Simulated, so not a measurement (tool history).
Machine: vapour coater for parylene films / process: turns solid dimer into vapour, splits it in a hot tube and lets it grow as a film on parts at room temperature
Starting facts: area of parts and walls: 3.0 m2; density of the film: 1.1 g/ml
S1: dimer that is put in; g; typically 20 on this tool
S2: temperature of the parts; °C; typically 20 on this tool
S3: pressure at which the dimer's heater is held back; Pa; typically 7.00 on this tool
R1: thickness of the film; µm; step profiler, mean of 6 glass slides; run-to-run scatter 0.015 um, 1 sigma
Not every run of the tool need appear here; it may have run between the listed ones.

{"run": 1, "day": 0.0, "S1": 20, "S2": 20, "S3": 7.0, "R1": 3.08}
{"run": 2, "day": 0.85, "S1": 20, "S2": 20, "S3": 7.0, "R1": 3.06}
{"run": 3, "day": 1.404, "S1": 20, "S2": 20, "S3": 7.0, "R1": 3.09}
{"run": 4, "day": 2.267, "S1": 20, "S2": 13, "S3": 7.0, "R1": 3.62}
{"run": 5, "day": 2.717, "S1": 20, "S2": 24, "S3": 7.0, "R1": 2.78}
{"run": 6, "day": 3.1, "S1": 20, "S2": 24, "S3": 7.0, "R1": 2.79}
{"run": 7, "day": 3.554, "S1": 20, "S2": 24, "S3": 7.0, "R1": 2.78}
{"run": 8, "day": 4.429, "S1": 20, "S2": 24, "S3": 7.0, "R1": 2.75}
{"run": 9, "day": 4.842, "S1": 20, "S2": 24, "S3": 7.0, "R1": 2.76}
{"day": 5.125, "done": "trap's valve overhauled"}
{"run": 10, "day": 5.412, "S1": 20, "S2": 20, "S3": 7.0, "R1": 3.02}
{"run": 11, "day": 5.954, "S1": 20, "S2": 20, "S3": 7.0, "R1": 2.98}
{"run": 12, "day": 6.762, "S1": 20, "S2": 20, "S3": 7.0, "R1": 2.96}
{"day": 7.162, "done": "trap's valve overhauled, once more"}
{"run": 13, "day": 7.625, "S1": 16, "S2": 20, "S3": 7.0, "R1": 2.54}
{"run": 14, "day": 8.317, "S1": 16, "S2": 20, "S3": 7.0, "R1": 2.54}
{"run": 15, "day": 8.733, "S1": 16, "S2": 20, "S3": 7.0, "R1": 2.54}
{"run": 16, "day": 9.379, "S1": 16, "S2": 20, "S3": 7.0, "R1": 2.52}
{"run": 17, "day": 9.904, "S1": 20, "S2": 20, "S3": 7.0, "R1": 3.16}
{"run": 18, "day": 10.512, "S1": 20, "S2": 14, "S3": 7.0, "R1": 3.62}
{"run": 19, "day": 11.317, "S1": 20, "S2": 14, "S3": 7.0, "R1": 3.63}
{"run": 20, "day": 12.125, "S1": 20, "S2": 14, "S3": 7.0, "R1": 3.59}
{"run": 21, "day": 12.908, "S1": 20, "S2": 14, "S3": 7.0, "R1": 3.6}
{"run": 22, "day": 13.525, "S1": 13, "S2": 24, "S3": 2.41, "R1": 2.3}
{"run": 23, "day": 13.942, "S1": 12, "S2": 24, "S3": 6.39, "R1": 1.73}
{"run": 24, "day": 14.679, "S1": 24, "S2": 24, "S3": 6.39, "R1": 3.47}
{"run": 25, "day": 15.108, "S1": 24, "S2": 24, "S3": 6.39, "R1": 3.43}
{"run": 26, "day": 15.538, "S1": 24, "S2": 26, "S3": 7.0, "R1": 3.18}
{"run": 27, "day": 16.075, "S1": 14, "S2": 20, "S3": 4.03, "R1": 2.44}
{"run": 28, "day": 16.788, "S1": 14, "S2": 15, "S3": 4.03, "R1": 2.72}
{"run": 29, "day": 17.217, "S1": 20, "S2": 16, "S3": 7.0, "R1": 3.39}
{"run": 30, "day": 17.858, "S1": 20, "S2": 30, "S3": 3.87, "R1": 2.74}
{"run": 31, "day": 18.667, "S1": 20, "S2": 13, "S3": 3.75, "R1": 4.13}
{"run": 32, "day": 19.538, "S1": 22, "S2": 14, "S3": 3.58, "R1": 4.5}
{"run": 33, "day": 20.038, "S1": 11, "S2": 24, "S3": 7.0, "R1": 1.52}
{"run": 34, "day": 20.496, "S1": 11, "S2": 24, "S3": 7.0, "R1": 1.51}
{"run": 35, "day": 20.942, "S1": 9, "S2": 15, "S3": 7.0, "R1": 1.52}
{"run": 36, "day": 21.383, "S1": 9, "S2": 15, "S3": 7.0, "R1": 1.53}
{"run": 37, "day": 22.046, "S1": 22, "S2": 20, "S3": 7.0, "R1": 3.33}
{"run": 38, "day": 22.846, "S1": 14, "S2": 30, "S3": 3.03, "R1": 1.97}
{"run": 39, "day": 23.279, "S1": 31, "S2": 12, "S3": 11.72, "R1": 5.11}

Some steps in R1, run to run, broken into two amounts with sign: the step expected even without the hidden condition (settings, incoming material, random variation), and the rest, left for the hidden condition together with whatever gauge scatter is not in both the measured and the hidden-condition-free result:
The tool's hidden condition here consists of: vapour lost through the trap's worn valve, %; true temperature of the parts over the reading, C; drift of the gauge itself on film_um, %.
Run 12 -> 13: S1 20 -> 16, trap's valve overhauled, once more. R1 -0.42 µm: hidden state +0.20, all else -0.62.
Run 32 -> 33: S1 22 -> 11, S2 14 -> 24, S3 3.58 -> 7.00. R1 -2.98 µm: hidden state +0.16, all else -3.14.
Run 36 -> 37: S1 9 -> 22, S2 15 -> 20. R1 +1.80 µm: hidden state -0.11, all else +1.91.
Run 38 -> 39: S1 14 -> 31, S2 30 -> 12, S3 3.03 -> 11.72. R1 +3.14 µm: hidden state -0.21, all else +3.35.
